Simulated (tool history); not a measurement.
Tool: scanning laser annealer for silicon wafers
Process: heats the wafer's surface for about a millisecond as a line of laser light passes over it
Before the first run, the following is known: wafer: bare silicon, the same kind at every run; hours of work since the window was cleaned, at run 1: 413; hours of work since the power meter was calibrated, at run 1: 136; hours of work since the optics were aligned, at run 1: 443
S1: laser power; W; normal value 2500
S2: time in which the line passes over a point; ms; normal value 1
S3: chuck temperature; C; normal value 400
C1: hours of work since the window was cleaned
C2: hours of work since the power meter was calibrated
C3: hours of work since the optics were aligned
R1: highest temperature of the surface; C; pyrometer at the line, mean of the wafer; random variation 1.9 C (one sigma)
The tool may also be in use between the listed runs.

run,hour,S1,S2,S3,C1,C2,C3,R1
1,0,2500,1,400,413,136,443,1102
2,18.2,2500,1,400,421,145,452,1105
3,28.2,2500,1,381,426,149,457,1080
4,40.4,2500,0.86,381,432,155,463,1031
5,59.2,2500,0.86,381,441,164,471,1030
6,77.3,2500,0.86,381,449,173,480,1030
7,94.6,2416,1,400,457,181,488,1073
8,111.6,2416,1,386,465,189,496,1062
9,131.1,2416,1,386,475,198,505,1059
10,151.1,2416,1.15,386,484,207,515,1109
11,171.8,2379,0.82,378,494,217,524,980
12,190.3,2379,0.82,432,502,226,533,1031
13,211,2379,0.82,432,512,236,543,1030
# hour 215.3: window over the wafer cleaned
14,229,2615,1,400,6,243,550,1125
15,244.2,2668,1.14,408,14,250,558,1200
# hour 253.1: window over the wafer cleaned, once more
16,261.6,2578,0.87,433,4,258,565,1121
17,275.3,2698,1.19,402,10,264,571,1248
18,293.5,2698,1.19,402,19,273,580,1245
19,312.5,2698,1.19,436,28,281,589,1279

Take each entry between the runs: how does the hidden state at the last listed run before it differ from the hidden state at the first listed run after it?
In the gap between runs 13 and 14: window over the wafer cleaned (hour 215.3)
  light that passes the window, % of a clean one's: 98.02 -> 97.05; width of the line over the set one, %: 0.54 -> 0.55
  the result without the hidden state subtracted from the measured one, R1: -17 -> -28 C
In the gap between runs 15 and 16: window over the wafer cleaned, once more (hour 253.1)
  light that passes the window, % of a clean one's: 97.02 -> 99.9; width of the line over the set one, %: 0.55 -> 0.56
  the result without the hidden state subtracted from the measured one, R1: -31 -> -5 C
